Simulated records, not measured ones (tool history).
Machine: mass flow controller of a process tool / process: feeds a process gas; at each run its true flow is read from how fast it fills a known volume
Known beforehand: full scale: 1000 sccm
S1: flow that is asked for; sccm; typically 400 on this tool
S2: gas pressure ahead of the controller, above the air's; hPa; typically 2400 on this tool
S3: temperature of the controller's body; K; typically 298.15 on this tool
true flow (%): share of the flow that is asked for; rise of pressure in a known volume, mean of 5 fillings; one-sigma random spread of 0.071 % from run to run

run 1 hour=0.0 | S1=400 S2=2400 S3=298.15 | true_flow_(%)=100.84
run 2 hour=110.9 | S1=169 S2=2400 S3=298.15 | true_flow_(%)=101.91
run 3 hour=224.5 | S1=158 S2=2400 S3=298.15 | true_flow_(%)=102.08
run 4 hour=316.5 | S1=158 S2=1530 S3=298.15 | true_flow_(%)=102.56
run 5 hour=472.8 | S1=158 S2=1530 S3=298.15 | true_flow_(%)=102.73
run 6 hour=628.7 | S1=400 S2=2400 S3=298.15 | true_flow_(%)=101.10
run 7 hour=794.4 | S1=400 S2=2400 S3=298.15 | true_flow_(%)=100.97
run 8 hour=942.1 | S1=400 S2=2400 S3=298.15 | true_flow_(%)=101.10
run 9 hour=1096.6 | S1=400 S2=2400 S3=298.15 | true_flow_(%)=101.29
run 10 hour=1246.3 | S1=400 S2=2400 S3=294.15 | true_flow_(%)=101.79
run 11 hour=1397.7 | S1=400 S2=2400 S3=294.15 | true_flow_(%)=101.77
run 12 hour=1501.8 | S1=396 S2=2400 S3=294.15 | true_flow_(%)=101.97
-- hour=1516.3 controller's zero set anew
run 13 hour=1576.6 | S1=396 S2=2400 S3=294.15 | true_flow_(%)=102.35
run 14 hour=1757.3 | S1=152 S2=2400 S3=298.15 | true_flow_(%)=104.66
-- hour=1823.6 controller's zero set anew, once more
run 15 hour=1876.0 | S1=152 S2=2400 S3=298.15 | true_flow_(%)=100.38
run 16 hour=2055.4 | S1=152 S2=2400 S3=298.15 | true_flow_(%)=100.48
run 17 hour=2216.7 | S1=400 S2=2400 S3=298.15 | true_flow_(%)=100.51
run 18 hour=2388.9 | S1=760 S2=2400 S3=298.15 | true_flow_(%)=100.73
run 19 hour=2520.6 | S1=760 S2=2400 S3=298.15 | true_flow_(%)=100.73
run 20 hour=2644.2 | S1=760 S2=2400 S3=298.15 | true_flow_(%)=100.74
run 21 hour=2771.6 | S1=760 S2=2400 S3=298.15 | true_flow_(%)=100.88
run 22 hour=2883.9 | S1=968 S2=2300 S3=301.15 | true_flow_(%)=100.58
run 23 hour=3017.2 | S1=158 S2=2350 S3=302.15 | true_flow_(%)=101.03
run 24 hour=3176.0 | S1=158 S2=2350 S3=302.15 | true_flow_(%)=101.11
run 25 hour=3278.5 | S1=252 S2=1920 S3=298.15 | true_flow_(%)=101.45
run 26 hour=3459.1 | S1=252 S2=1920 S3=298.15 | true_flow_(%)=101.45
run 27 hour=3587.9 | S1=300 S2=2400 S3=298.15 | true_flow_(%)=101.23
run 28 hour=3722.5 | S1=300 S2=2590 S3=303.15 | true_flow_(%)=100.66
run 29 hour=3797.3 | S1=508 S2=2660 S3=307.15 | true_flow_(%)=99.88
run 30 hour=3915.9 | S1=494 S2=2660 S3=300.15 | true_flow_(%)=100.88
run 31 hour=4004.8 | S1=400 S2=2400 S3=310.15 | true_flow_(%)=99.89
run 32 hour=4086.6 | S1=400 S2=2400 S3=310.15 | true_flow_(%)=99.80
run 33 hour=4256.8 | S1=400 S2=1780 S3=308.15 | true_flow_(%)=100.53
run 34 hour=4387.0 | S1=400 S2=1780 S3=308.15 | true_flow_(%)=100.72
run 35 hour=4488.0 | S1=575 S2=1530 S3=300.15 | true_flow_(%)=101.48
run 36 hour=4609.1 | S1=532 S2=2400 S3=298.15 | true_flow_(%)=101.48
run 37 hour=4741.4 | S1=532 S2=2400 S3=298.15 | true_flow_(%)=101.53
run 38 hour=4914.9 | S1=409 S2=2400 S3=298.15 | true_flow_(%)=101.66

Forecast each of these 3 alternatives for the next run:
run A hour=5072.4 | S1=243 S2=1810 S3=303.15 | true_flow_(%)=?
run B hour=5072.4 | S1=409 S2=2750 S3=298.15 | true_flow_(%)=?
run C hour=5072.4 | S1=246 S2=2400 S3=298.15 | true_flow_(%)=?

run=A true_flow_(%)=101.99
run=B true_flow_(%)=101.45
run=C true_flow_(%)=102.28
Had the tool no hidden state, the same runs would have come out as:
run=A true_flow_(%)=99.04
run=B true_flow_(%)=99.17
run=C true_flow_(%)=99.35
